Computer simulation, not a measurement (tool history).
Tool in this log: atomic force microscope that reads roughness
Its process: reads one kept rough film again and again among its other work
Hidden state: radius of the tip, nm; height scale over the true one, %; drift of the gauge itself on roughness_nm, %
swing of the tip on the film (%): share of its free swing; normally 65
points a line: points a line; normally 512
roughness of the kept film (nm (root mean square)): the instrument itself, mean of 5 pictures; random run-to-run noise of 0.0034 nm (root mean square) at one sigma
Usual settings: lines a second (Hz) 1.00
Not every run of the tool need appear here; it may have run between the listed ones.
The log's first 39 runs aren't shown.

| run | hour | lines a second (Hz) | swing of the tip on the film (%) | points a line | pictures with this tip | hours of work since the height scale was calibrated | roughness of the kept film (nm (root mean square)) |
|---|---|---|---|---|---|---|---|
|  | 926.0 | new tip fitted |
| 40 | 930.9 | 1.63 | 56 | 339 | 4 | 1126 | 1.931 |
| 41 | 962.2 | 1.63 | 56 | 339 | 30 | 1143 | 1.939 |
| 42 | 987.0 | 1.63 | 89 | 614 | 50 | 1156 | 1.826 |
| 43 | 1007.9 | 0.51 | 64 | 512 | 67 | 1167 | 1.948 |
| 44 | 1034.2 | 0.51 | 64 | 512 | 89 | 1181 | 1.944 |
| 45 | 1048.0 | 0.51 | 64 | 496 | 100 | 1188 | 1.935 |
| 46 | 1064.4 | 0.51 | 64 | 496 | 114 | 1197 | 1.945 |
| 47 | 1091.5 | 2.49 | 65 | 512 | 136 | 1211 | 1.898 |
| 48 | 1111.7 | 2.49 | 65 | 512 | 153 | 1222 | 1.895 |
| 49 | 1138.7 | 1.00 | 65 | 859 | 175 | 1236 | 1.930 |
| 50 | 1154.0 | 1.00 | 65 | 275 | 188 | 1244 | 1.928 |

Here are 5 independent what-if runs from the current tool condition. What would each one return?
| A | 1181.6 | 0.53 | 61 | 523 | 210 | 1259 | ? |
| B | 1181.6 | 0.67 | 77 | 412 | 210 | 1259 | ? |
| C | 1181.6 | 2.35 | 65 | 512 | 210 | 1259 | ? |
| D | 1181.6 | 0.66 | 63 | 512 | 210 | 1259 | ? |
| E | 1181.6 | 1.44 | 65 | 411 | 210 | 1259 | ? |

| run | roughness of the kept film (nm (root mean square)) |
|---|---|
| A | 1.946 |
| B | 1.920 |
| C | 1.900 |
| D | 1.940 |
| E | 1.914 |
With no hidden state in the tool, these same runs would have given:
| run | roughness of the kept film (nm (root mean square)) |
|---|---|
| A | 1.948 |
| B | 1.922 |
| C | 1.903 |
| D | 1.942 |
| E | 1.916 |
